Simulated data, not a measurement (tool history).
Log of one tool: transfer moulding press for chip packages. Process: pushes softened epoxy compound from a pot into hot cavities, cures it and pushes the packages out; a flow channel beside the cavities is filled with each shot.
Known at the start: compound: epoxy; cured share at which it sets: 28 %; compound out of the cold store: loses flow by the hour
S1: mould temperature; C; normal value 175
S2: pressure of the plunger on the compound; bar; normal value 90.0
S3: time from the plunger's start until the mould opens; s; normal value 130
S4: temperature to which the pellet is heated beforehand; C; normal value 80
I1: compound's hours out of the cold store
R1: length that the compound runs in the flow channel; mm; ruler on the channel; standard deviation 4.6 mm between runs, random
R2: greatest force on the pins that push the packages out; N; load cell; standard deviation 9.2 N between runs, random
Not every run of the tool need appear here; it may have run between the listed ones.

{"run": 1, "hour": 0.0, "S1": 175, "S2": 90.0, "S3": 130, "S4": 80, "I1": 8.7, "R1": 690, "R2": 437}
{"run": 2, "hour": 10.3, "S1": 175, "S2": 90.0, "S3": 130, "S4": 80, "I1": 23.1, "R1": 643, "R2": 413}
{"run": 3, "hour": 22.7, "S1": 175, "S2": 90.0, "S3": 130, "S4": 80, "I1": 14.1, "R1": 669, "R2": 429}
{"run": 4, "hour": 34.9, "S1": 175, "S2": 90.0, "S3": 130, "S4": 80, "I1": 26.8, "R1": 640, "R2": 426}
{"run": 5, "hour": 52.2, "S1": 175, "S2": 90.0, "S3": 163, "S4": 80, "I1": 10.2, "R1": 686, "R2": 394}
{"run": 6, "hour": 75.1, "S1": 182, "S2": 90.0, "S3": 130, "S4": 80, "I1": 17.7, "R1": 659, "R2": 384}
{"hour": 92.1, "done": "cavities cleaned with cleaning compound and waxed"}
{"run": 7, "hour": 92.1, "S1": 175, "S2": 90.0, "S3": 130, "S4": 80, "I1": 23.5, "R1": 650, "R2": 425}
{"hour": 95.8, "done": "plunger's sealing rings changed"}
{"run": 8, "hour": 110.0, "S1": 175, "S2": 90.0, "S3": 130, "S4": 77, "I1": 9.8, "R1": 697, "R2": 419}
{"run": 9, "hour": 127.8, "S1": 178, "S2": 90.0, "S3": 130, "S4": 80, "I1": 10.3, "R1": 680, "R2": 431}
{"run": 10, "hour": 140.8, "S1": 178, "S2": 90.0, "S3": 130, "S4": 80, "I1": 43.8, "R1": 595, "R2": 407}
{"run": 11, "hour": 152.5, "S1": 178, "S2": 90.0, "S3": 130, "S4": 80, "I1": 20.5, "R1": 659, "R2": 413}
{"run": 12, "hour": 168.6, "S1": 175, "S2": 90.0, "S3": 130, "S4": 80, "I1": 39.5, "R1": 603, "R2": 421}
{"run": 13, "hour": 185.9, "S1": 175, "S2": 90.0, "S3": 130, "S4": 80, "I1": 43.6, "R1": 584, "R2": 418}
{"run": 14, "hour": 204.7, "S1": 178, "S2": 94.2, "S3": 130, "S4": 80, "I1": 35.5, "R1": 621, "R2": 408}
{"run": 15, "hour": 227.2, "S1": 178, "S2": 94.2, "S3": 130, "S4": 80, "I1": 45.7, "R1": 593, "R2": 404}
{"run": 16, "hour": 246.1, "S1": 178, "S2": 93.0, "S3": 130, "S4": 80, "I1": 47.4, "R1": 581, "R2": 409}
{"run": 17, "hour": 259.1, "S1": 175, "S2": 73.2, "S3": 130, "S4": 80, "I1": 32.1, "R1": 561, "R2": 432}
{"run": 18, "hour": 273.8, "S1": 175, "S2": 73.2, "S3": 130, "S4": 80, "I1": 9.0, "R1": 626, "R2": 427}
{"hour": 285.7, "done": "cavities cleaned with cleaning compound and waxed"}
{"run": 19, "hour": 287.6, "S1": 175, "S2": 73.2, "S3": 130, "S4": 80, "I1": 8.7, "R1": 627, "R2": 434}
{"run": 20, "hour": 310.0, "S1": 175, "S2": 84.1, "S3": 130, "S4": 82, "I1": 17.5, "R1": 637, "R2": 425}
{"run": 21, "hour": 321.1, "S1": 169, "S2": 90.0, "S3": 152, "S4": 88, "I1": 38.3, "R1": 613, "R2": 436}
{"run": 22, "hour": 342.8, "S1": 169, "S2": 86.1, "S3": 152, "S4": 74, "I1": 27.1, "R1": 625, "R2": 449}
{"run": 23, "hour": 358.4, "S1": 169, "S2": 77.7, "S3": 122, "S4": 74, "I1": 38.1, "R1": 575, "R2": 548}
{"run": 24, "hour": 369.6, "S1": 181, "S2": 81.5, "S3": 122, "S4": 74, "I1": 8.6, "R1": 647, "R2": 403}

Expected results for the next run?
{"run": 25, "hour": 381.0, "S1": 167, "S2": 81.5, "S3": 122, "S4": 74, "I1": 11.2, "R1": "?", "R2": "?"}

R1: 670 mm
R2: 709 N
Take away the tool's hidden state, keep the run-to-run variation as it was, and the same run would have given R1 670 mm, R2 699 N.
